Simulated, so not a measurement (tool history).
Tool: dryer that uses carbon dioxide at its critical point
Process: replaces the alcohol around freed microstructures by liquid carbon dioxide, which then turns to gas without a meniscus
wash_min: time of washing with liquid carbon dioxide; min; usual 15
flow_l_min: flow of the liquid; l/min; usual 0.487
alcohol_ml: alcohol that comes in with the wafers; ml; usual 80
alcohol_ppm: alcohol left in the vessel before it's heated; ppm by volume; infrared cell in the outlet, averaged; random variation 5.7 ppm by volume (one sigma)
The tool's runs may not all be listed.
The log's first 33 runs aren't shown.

| run | hour | wash_min | flow_l_min | alcohol_ml | hours of work since the filter was changed | hours of work since the purifier's bed was changed | alcohol_ppm |
|---|---|---|---|---|---|---|---|
| 34 | 334 | 13 | 0.549 | 36 | 37 | 613 | 166 |
| 35 | 346.8 | 15 | 0.352 | 60 | 47 | 622 | 810 |
| 36 | 355.8 | 12 | 0.37 | 100 | 54 | 629 | 2593 |
| 37 | 365.8 | 17 | 0.488 | 90 | 61 | 637 | 166 |
| 38 | 372.2 | 17 | 0.488 | 90 | 66 | 642 | 186 |
| 39 | 380.3 | 19 | 0.346 | 116 | 72 | 648 | 586 |
| 40 | 388.1 | 19 | 0.409 | 21 | 78 | 654 | 114 |
| 41 | 395.1 | 19 | 0.409 | 21 | 84 | 659 | 112 |
| 42 | 409.1 | 17 | 0.327 | 106 | 94 | 669 | 1162 |
| 43 | 422.4 | 24 | 0.327 | 106 | 104 | 680 | 252 |

Forecast each of these 3 alternatives for the next run:
| A | 430.8 | 15 | 0.802 | 80 | 111 | 686 | ? |
| B | 430.8 | 15 | 0.536 | 43 | 111 | 686 | ? |
| C | 430.8 | 17 | 0.503 | 107 | 111 | 686 | ? |

| run | alcohol_ppm |
|---|---|
| A | 85 |
| B | 148 |
| C | 184 |
Without the tool's hidden state the same runs would have given:
| run | alcohol_ppm |
|---|---|
| A | 9 |
| B | 58 |
| C | 85 |
